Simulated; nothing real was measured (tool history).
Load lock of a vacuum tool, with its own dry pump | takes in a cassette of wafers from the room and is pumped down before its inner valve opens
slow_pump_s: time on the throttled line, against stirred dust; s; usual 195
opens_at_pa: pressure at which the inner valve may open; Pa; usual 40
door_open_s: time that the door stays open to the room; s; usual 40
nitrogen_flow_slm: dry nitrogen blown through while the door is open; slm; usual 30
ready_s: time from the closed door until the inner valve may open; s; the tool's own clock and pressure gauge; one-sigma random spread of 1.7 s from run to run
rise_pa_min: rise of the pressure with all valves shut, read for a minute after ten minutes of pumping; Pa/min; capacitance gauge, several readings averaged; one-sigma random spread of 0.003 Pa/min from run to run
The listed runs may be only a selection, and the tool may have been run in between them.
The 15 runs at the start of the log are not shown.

| run | hour | slow_pump_s | opens_at_pa | door_open_s | nitrogen_flow_slm | hours that the pump has run since its overhaul | times that the door has closed on its seal | incoming humidity of the room's air, % | ready_s | rise_pa_min |
|---|---|---|---|---|---|---|---|---|---|---|
| 16 | 983.2 | 195 | 36 | 40 | 40 | 3435 | 20722 | 44.5 | 289.5 | 0.221 |
| 17 | 1069.2 | 195 | 36 | 40 | 21 | 3521 | 21139 | 47.1 | 290.6 | 0.238 |
| 18 | 1111.8 | 195 | 45 | 40 | 21 | 3564 | 21346 | 46.3 | 286.7 | 0.238 |
| 19 | 1161.9 | 195 | 40 | 40 | 30 | 3614 | 21590 | 43.9 | 289.6 | 0.236 |
| 20 | 1234.3 | 195 | 40 | 40 | 30 | 3686 | 21942 | 45.2 | 287.9 | 0.248 |
| 21 | 1301.4 | 317 | 54 | 236 | 12 | 3753 | 22269 | 45.5 | 382.7 | 0.278 |
| 22 | 1376.2 | 140 | 40 | 40 | 30 | 3828 | 22633 | 45.3 | 242.8 | 0.256 |
| 23 | 1422.1 | 195 | 40 | 47 | 8 | 3874 | 22856 | 49.3 | 291.5 | 0.279 |
| 24 | 1477.9 | 195 | 40 | 47 | 8 | 3930 | 23127 | 46.7 | 289.7 | 0.274 |
| 25 | 1538.1 | 144 | 40 | 47 | 8 | 3990 | 23420 | 43.8 | 246.3 | 0.274 |
| 26 | 1587.8 | 195 | 67 | 40 | 30 | 4040 | 23661 | 48.0 | 281.3 | 0.273 |
| 27 | 1636.9 | 368 | 42 | 87 | 41 | 4089 | 23900 | 47.1 | 425.4 | 0.278 |
| 28 | 1712.1 | 368 | 42 | 87 | 31 | 4164 | 24266 | 44.2 | 430.7 | 0.285 |
| 29 | 1750.1 | 195 | 38 | 40 | 7 | 4202 | 24450 | 43.8 | 290.1 | 0.295 |
| 30 | 1816.1 | 195 | 40 | 159 | 5 | 4268 | 24771 | 43.3 | 287.9 | 0.319 |
| 31 | 1900.9 | 333 | 35 | 40 | 30 | 4353 | 25184 | 41.8 | 401.8 | 0.292 |
| 32 | 1964.3 | 197 | 56 | 40 | 13 | 4416 | 25492 | 44.4 | 282.2 | 0.317 |
| 33 | 2009.1 | 197 | 56 | 40 | 13 | 4461 | 25710 | 44.3 | 289.3 | 0.306 |
| 34 | 2079.9 | 156 | 40 | 166 | 31 | 4532 | 26055 | 44.9 | 255.8 | 0.325 |
| 35 | 2127.6 | 349 | 40 | 31 | 30 | 4579 | 26286 | 45.2 | 412.1 | 0.314 |
| 36 | 2195.4 | 134 | 40 | 40 | 6 | 4647 | 26616 | 45.5 | 240.2 | 0.337 |
| 37 | 2234.5 | 111 | 31 | 43 | 7 | 4686 | 26806 | 46.9 | 227.3 | 0.329 |

Branching from run 37: 4 alternative next runs. What would each branch give?
| A | 2285.3 | 103 | 31 | 31 | 7 | 4737 | 27053 | 45.8 | ? | ? |
| B | 2285.3 | 177 | 60 | 43 | 19 | 4737 | 27053 | 44.3 | ? | ? |
| C | 2285.3 | 111 | 31 | 100 | 7 | 4737 | 27053 | 43.1 | ? | ? |
| D | 2285.3 | 111 | 55 | 43 | 7 | 4737 | 27053 | 43.4 | ? | ? |

| run | ready_s | rise_pa_min |
|---|---|---|
| A | 219.2 | 0.339 |
| B | 268.3 | 0.328 |
| C | 224.4 | 0.341 |
| D | 214.7 | 0.339 |
Without the tool's hidden state the same runs would have given:
| run | ready_s | rise_pa_min |
|---|---|---|
| A | 212.7 | 0.023 |
| B | 263.2 | 0.016 |
| C | 218.0 | 0.035 |
| D | 208.8 | 0.028 |

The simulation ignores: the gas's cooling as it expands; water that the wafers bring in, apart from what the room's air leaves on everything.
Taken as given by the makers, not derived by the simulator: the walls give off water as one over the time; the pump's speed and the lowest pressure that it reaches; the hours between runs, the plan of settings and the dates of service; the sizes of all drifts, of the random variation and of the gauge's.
